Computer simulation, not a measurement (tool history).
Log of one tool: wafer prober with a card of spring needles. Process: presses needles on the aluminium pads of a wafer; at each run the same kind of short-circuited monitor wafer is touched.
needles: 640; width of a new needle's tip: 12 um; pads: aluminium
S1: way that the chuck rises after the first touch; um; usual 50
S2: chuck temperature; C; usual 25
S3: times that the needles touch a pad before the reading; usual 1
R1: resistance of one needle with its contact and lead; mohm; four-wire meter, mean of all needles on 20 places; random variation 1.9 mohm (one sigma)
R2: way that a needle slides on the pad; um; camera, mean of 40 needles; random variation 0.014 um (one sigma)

run     day  S1   S2  S3   R1     R2
  1       0  50   25   1  289  10.07
      0.442  -- tips cleaned on abrasive film
      1.483  -- tips cleaned on abrasive film
  2   2.162  50   52   1  304  10.03
      2.388  -- tips cleaned on abrasive film
      3.267  -- height of the first contact set anew
      3.479  -- tips cleaned on abrasive film
      4.583  -- tips cleaned on abrasive film
  3   5.012  45   25   1  312   9.08
      5.671  -- tips cleaned on abrasive film
      6.738  -- tips cleaned on abrasive film
      7.783  -- tips cleaned on abrasive film
  4   7.783  50   25   1  205  10.07
      8.883  -- tips cleaned on abrasive film
  5   9.579  50   25   1  297  10.03
      9.804  -- tips cleaned on abrasive film
     10.475  -- height of the first contact set anew
     10.921  -- tips cleaned on abrasive film
     11.804  -- tips cleaned on abrasive film
     12.904  -- tips cleaned on abrasive film
  6  13.546  50   25   1  297  10.09
     13.983  -- tips cleaned on abrasive film
      15.05  -- tips cleaned on abrasive film
     16.138  -- tips cleaned on abrasive film
  7  16.896  45   25   1  323   9.06
     17.108  -- tips cleaned on abrasive film
     17.779  -- height of the first contact set anew
     18.225  -- tips cleaned on abrasive film
  8  18.908  50   25   1  301  10.11
     19.133  -- tips cleaned on abrasive film
       20.2  -- tips cleaned on abrasive film
       21.3  -- tips cleaned on abrasive film
     22.383  -- tips cleaned on abrasive film
  9  23.154  50   25   1  304  10.09
     23.379  -- tips cleaned on abrasive film
     24.429  -- tips cleaned on abrasive film
       25.1  -- height of the first contact set anew
     25.325  -- tips cleaned on abrasive film
 10  26.112  50   33   1  301  10.12
     26.338  -- tips cleaned on abrasive film
     27.396  -- tips cleaned on abrasive film
       28.5  -- tips cleaned on abrasive film
 11  28.617  50   25   1  251  10.07
     29.492  -- tips cleaned on abrasive film
     30.575  -- tips cleaned on abrasive film
     31.458  -- tips cleaned on abrasive film
      32.35  -- height of the first contact set anew
     32.454  -- tips cleaned on abrasive film
 12  32.454  50   25   1  214  10.11
     33.554  -- tips cleaned on abrasive film
     34.654  -- tips cleaned on abrasive film
 13  35.525  50   25   1  304  10.09
      35.75  -- tips cleaned on abrasive film
     36.825  -- tips cleaned on abrasive film
     37.875  -- tips cleaned on abrasive film
 14  37.875  50   25   1  211  10.05
     38.975  -- tips cleaned on abrasive film
      39.65  -- height of the first contact set anew
     40.092  -- tips cleaned on abrasive film
     40.975  -- tips cleaned on abrasive film
 15  41.504  62  101   1  282  12.57
     41.875  -- tips cleaned on abrasive film
     42.975  -- tips cleaned on abrasive film
     44.067  -- tips cleaned on abrasive film
      45.15  -- tips cleaned on abrasive film
 16  45.321  37   25   1  333   7.42
     46.204  -- tips cleaned on abrasive film
     46.829  -- height of the first contact set anew
     47.196  -- tips cleaned on abrasive film
 17  47.196  37   25   1  227   7.49
     48.229  -- tips cleaned on abrasive film
     49.333  -- tips cleaned on abrasive film
 18  49.938  51   25   2  261  10.31
     50.379  -- tips cleaned on abrasive film
      51.45  -- tips cleaned on abrasive film
 19  51.796  64   25   2  241  12.93
     52.458  -- tips cleaned on abrasive film
     53.554  -- tips cleaned on abrasive film
     54.004  -- height of the first contact set anew
 20  54.196  64   25   2  242  12.95
     54.638  -- tips cleaned on abrasive film
     55.712  -- tips cleaned on abrasive film
     56.796  -- tips cleaned on abrasive film
     57.883  -- tips cleaned on abrasive film
 21  58.288  53   49   3  237  10.67
     58.933  -- tips cleaned on abrasive film
     59.975  -- tips cleaned on abrasive film
     61.004  -- tips cleaned on abrasive film
     61.233  -- height of the first contact set anew
       62.1  -- tips cleaned on abrasive film
 22  62.371  38   25   2  301    7.7
     63.033  -- tips cleaned on abrasive film
     64.129  -- tips cleaned on abrasive film
     65.196  -- tips cleaned on abrasive film
 23  65.196  34   58   2  237   6.85
     66.275  -- tips cleaned on abrasive film
     67.183  -- tips cleaned on abrasive film
 24  67.183  50   70   1  227  10.04
     68.258  -- tips cleaned on abrasive film
     68.492  -- height of the first contact set anew
 25  69.021  68   48   2  241   13.8
     69.204  -- tips cleaned on abrasive film
     70.304  -- tips cleaned on abrasive film
 26  70.804  70   51   3  226  14.12
      71.25  -- tips cleaned on abrasive film
      72.35  -- tips cleaned on abrasive film
     73.417  -- tips cleaned on abrasive film
 27  74.038  70   51   3  233  14.11

3 ways to go on from here, each from the tool as it stands after run 27. What would each give?
     74.483  -- tips cleaned on abrasive film
     75.562  -- tips cleaned on abrasive film
     75.792  -- height of the first contact set anew
  A  76.296  32  95   2   ?   ?
     74.483  -- tips cleaned on abrasive film
     75.562  -- tips cleaned on abrasive film
     75.792  -- height of the first contact set anew
  B  76.296  52  37   1   ?   ?
     74.483  -- tips cleaned on abrasive film
     75.562  -- tips cleaned on abrasive film
     75.792  -- height of the first contact set anew
  C  76.296  50  42   1   ?   ?

run   R1     R2
  A  362   6.47
  B  310  10.53
  C  315  10.15
Without the tool's hidden state the same runs would have given:
run   R1     R2
  A  225   6.47
  B  206  10.53
  C  205  10.15
